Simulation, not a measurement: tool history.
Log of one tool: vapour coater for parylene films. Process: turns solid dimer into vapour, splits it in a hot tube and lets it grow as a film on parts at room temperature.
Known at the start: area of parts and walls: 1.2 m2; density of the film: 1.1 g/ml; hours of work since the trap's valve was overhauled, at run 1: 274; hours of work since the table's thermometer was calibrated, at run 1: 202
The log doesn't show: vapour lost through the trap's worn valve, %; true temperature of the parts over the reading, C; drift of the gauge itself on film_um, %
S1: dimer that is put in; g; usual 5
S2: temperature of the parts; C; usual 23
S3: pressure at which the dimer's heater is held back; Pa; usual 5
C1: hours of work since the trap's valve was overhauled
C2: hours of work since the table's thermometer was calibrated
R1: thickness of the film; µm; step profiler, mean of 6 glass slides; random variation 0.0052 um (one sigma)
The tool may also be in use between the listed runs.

run 1 hour=0 | S1=5 S2=23 S3=5 | C1=274 C2=202 | R1=1.656
run 2 hour=44.4 | S1=5 S2=23 S3=5 | C1=308 C2=237 | R1=1.656
-- hour=77 trap's valve overhauled
run 3 hour=89.4 | S1=5 S2=23 S3=5 | C1=10 C2=268 | R1=1.733
run 4 hour=141.6 | S1=5 S2=23 S3=5 | C1=50 C2=308 | R1=1.709
run 5 hour=171.6 | S1=5 S2=23 S3=5 | C1=73 C2=331 | R1=1.705
run 6 hour=213.7 | S1=5 S2=20 S3=5 | C1=105 C2=364 | R1=1.804
-- hour=219.9 table's thermometer calibrated
run 7 hour=247.6 | S1=5 S2=20 S3=5 | C1=131 C2=21 | R1=1.791
run 8 hour=278.6 | S1=5 S2=24 S3=5 | C1=154 C2=45 | R1=1.65
run 9 hour=324.6 | S1=8 S2=17 S3=5 | C1=190 C2=81 | R1=3.024
-- hour=361.5 table's thermometer calibrated, once more
run 10 hour=361.5 | S1=8 S2=17 S3=5 | C1=217 C2=0 | R1=3.02
run 11 hour=407.2 | S1=8 S2=17 S3=5 | C1=253 C2=35 | R1=2.982
run 12 hour=443.8 | S1=7 S2=17 S3=7.69 | C1=281 C2=63 | R1=2.517
run 13 hour=489.6 | S1=5 S2=23 S3=3.77 | C1=316 C2=99 | R1=1.678
-- hour=512.2 trap's valve overhauled
run 14 hour=521.5 | S1=5 S2=17 S3=2.02 | C1=7 C2=120 | R1=2.088
run 15 hour=546.4 | S1=7 S2=25 S3=3.87 | C1=26 C2=139 | R1=2.363

The same runs without the tool's hidden state, with the same run-to-run variation:
run=1 R1=1.738
run=2 R1=1.747
run=3 R1=1.747
run=4 R1=1.733
run=5 R1=1.735
run=6 R1=1.845
run=7 R1=1.839
run=8 R1=1.7
run=9 R1=3.135
run=10 R1=3.144
run=11 R1=3.122
run=12 R1=2.647
run=13 R1=1.774
run=14 R1=2.097
run=15 R1=2.382
